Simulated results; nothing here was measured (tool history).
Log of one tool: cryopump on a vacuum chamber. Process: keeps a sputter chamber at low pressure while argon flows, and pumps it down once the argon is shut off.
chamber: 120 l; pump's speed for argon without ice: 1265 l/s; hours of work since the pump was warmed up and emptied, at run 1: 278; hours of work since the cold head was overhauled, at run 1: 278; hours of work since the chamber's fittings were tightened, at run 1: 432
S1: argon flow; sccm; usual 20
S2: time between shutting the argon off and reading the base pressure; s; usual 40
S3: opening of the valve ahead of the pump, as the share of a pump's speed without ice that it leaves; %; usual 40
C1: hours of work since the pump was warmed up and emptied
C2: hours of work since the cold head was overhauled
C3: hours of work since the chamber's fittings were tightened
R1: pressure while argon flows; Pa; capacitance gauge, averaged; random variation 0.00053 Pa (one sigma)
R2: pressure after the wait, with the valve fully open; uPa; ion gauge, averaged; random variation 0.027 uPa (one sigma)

run,hour,S1,S2,S3,C1,C2,C3,R1,R2
1,0.0,20,40,40,278,278,432,0.0710,1.41
2,21.6,20,40,40,291,291,445,0.0697,1.46
3,35.6,21,40,40,299,299,453,0.0729,1.50
4,47.7,20,40,40,306,306,459,0.0697,1.51
5,67.9,20,40,40,317,317,471,0.0701,1.51
6,90.5,20,76,40,330,330,484,0.0701,1.02
7,111.1,20,76,40,342,342,496,0.0709,1.05
8,121.3,20,76,40,348,348,502,0.0702,1.04
9,132.8,20,76,40,355,355,508,0.0705,1.06
10,146.7,20,76,40,362,362,516,0.0715,1.01
11,169.6,11,40,40,376,376,529,0.0384,1.52
12,182.1,11,40,40,383,383,536,0.0394,1.48
13,206.1,11,40,29,396,396,550,0.0526,1.48
14,229.7,11,40,29,410,410,564,0.0530,1.50
15,243.5,28,40,40,418,418,572,0.0994,1.52
16,254.3,28,40,40,424,424,578,0.1005,1.50
17,273.4,28,40,40,435,435,589,0.1000,1.53
18,287.9,19,20,25,443,443,597,0.1060,2.55
19,304.0,34,36,39,453,453,606,0.1241,1.64
20,320.7,10,59,36,462,462,616,0.0393,1.24
21,333.5,21,144,40,469,469,623,0.0756,0.94
22,357.5,20,92,40,483,483,637,0.0727,1.07
23,373.2,13,25,16,492,492,646,0.1124,2.20
24,395.1,13,25,16,505,505,658,0.1126,2.20
25,418.4,13,68,26,518,518,672,0.0708,1.22
26,429.4,20,115,36,524,524,678,0.0811,1.00
27,441.0,10,28,40,531,531,685,0.0368,2.04
28,463.2,12,293,15,544,544,697,0.1110,0.81
29,475.3,12,293,15,551,551,704,0.1104,0.82
30,486.6,22,158,20,557,557,711,0.1542,0.89
# hour 497.2: pump warmed up, emptied and cooled again
31,510.6,23,21,20,8,568,722,0.1542,2.33
32,530.3,10,23,21,19,579,733,0.0638,2.26
33,548.7,37,40,37,30,590,744,0.1352,1.53
34,573.0,20,40,40,43,604,757,0.0672,1.55

4 ways to go on from here, each from the tool as it stands after run 34. What would each give?
A,589.9,33,30,18,53,613,767,?,?
B,589.9,17,180,22,53,613,767,?,?
C,589.9,20,53,49,53,613,767,?,?
D,589.9,31,193,38,53,613,767,?,?

run,R1,R2
A,0.2452,1.85
B,0.1044,0.83
C,0.0554,1.35
D,0.1101,0.81
Without the tool's hidden state the same runs would have given:
run,R1,R2
A,0.2438,1.50
B,0.1037,0.47
C,0.0545,1.00
D,0.1088,0.46

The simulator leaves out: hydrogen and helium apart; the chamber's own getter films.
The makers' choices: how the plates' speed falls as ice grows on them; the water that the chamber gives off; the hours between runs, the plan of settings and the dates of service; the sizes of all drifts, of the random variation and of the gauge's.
